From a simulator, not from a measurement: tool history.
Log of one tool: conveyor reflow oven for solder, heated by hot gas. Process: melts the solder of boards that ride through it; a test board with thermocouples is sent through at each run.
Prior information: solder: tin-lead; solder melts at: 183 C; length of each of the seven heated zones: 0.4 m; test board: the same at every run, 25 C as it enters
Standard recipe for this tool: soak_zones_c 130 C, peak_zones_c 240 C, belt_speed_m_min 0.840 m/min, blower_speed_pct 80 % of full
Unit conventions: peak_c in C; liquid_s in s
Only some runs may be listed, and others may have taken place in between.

Run 1, hour 0.0: usual settings. Result: peak_c 220.5 C, liquid_s 42.8 s.
Run 2, hour 21.7: usual settings but peak_zones_c 239 C. Result: peak_c 221.3 C, liquid_s 42.9 s.
Run 3, hour 42.4: usual settings but soak_zones_c 132 C. Result: peak_c 222.1 C, liquid_s 43.8 s.
Run 4, hour 60.5: usual settings. Result: peak_c 221.2 C, liquid_s 42.9 s.
Run 5, hour 70.3: usual settings. Result: peak_c 222.0 C, liquid_s 42.9 s.
Run 6, hour 89.2: usual settings but belt_speed_m_min 0.983 m/min. Result: peak_c 215.0 C, liquid_s 32.5 s.
Run 7, hour 105.0: usual settings. Result: peak_c 220.6 C, liquid_s 43.0 s.
Run 8, hour 119.2: usual settings but belt_speed_m_min 0.742 m/min. Result: peak_c 225.5 C, liquid_s 51.8 s.
Run 9, hour 137.1: usual settings. Result: peak_c 221.0 C, liquid_s 42.8 s.
Run 10, hour 157.0: usual settings but belt_speed_m_min 0.977 m/min. Result: peak_c 215.3 C, liquid_s 32.8 s.
Run 11, hour 171.5: usual settings but soak_zones_c 137 C, peak_zones_c 242 C, belt_speed_m_min 0.732 m/min, blower_speed_pct 53 % of full. Result: peak_c 224.7 C, liquid_s 53.4 s.
Run 12, hour 193.1: usual settings but soak_zones_c 118 C, peak_zones_c 242 C, belt_speed_m_min 0.868 m/min, blower_speed_pct 53 % of full. Result: peak_c 213.1 C, liquid_s 33.5 s.

Predict the results of run 13:
Run 13, hour 212.5: usual settings but soak_zones_c 134 C, peak_zones_c 245 C, belt_speed_m_min 0.911 m/min, blower_speed_pct 65 % of full. Result: peak_c ?, liquid_s ?.

peak_c: 219.8 C
liquid_s: 39.5 s
With no hidden state in the tool, this same run would have given peak_c 222.6 C, liquid_s 41.1 s.
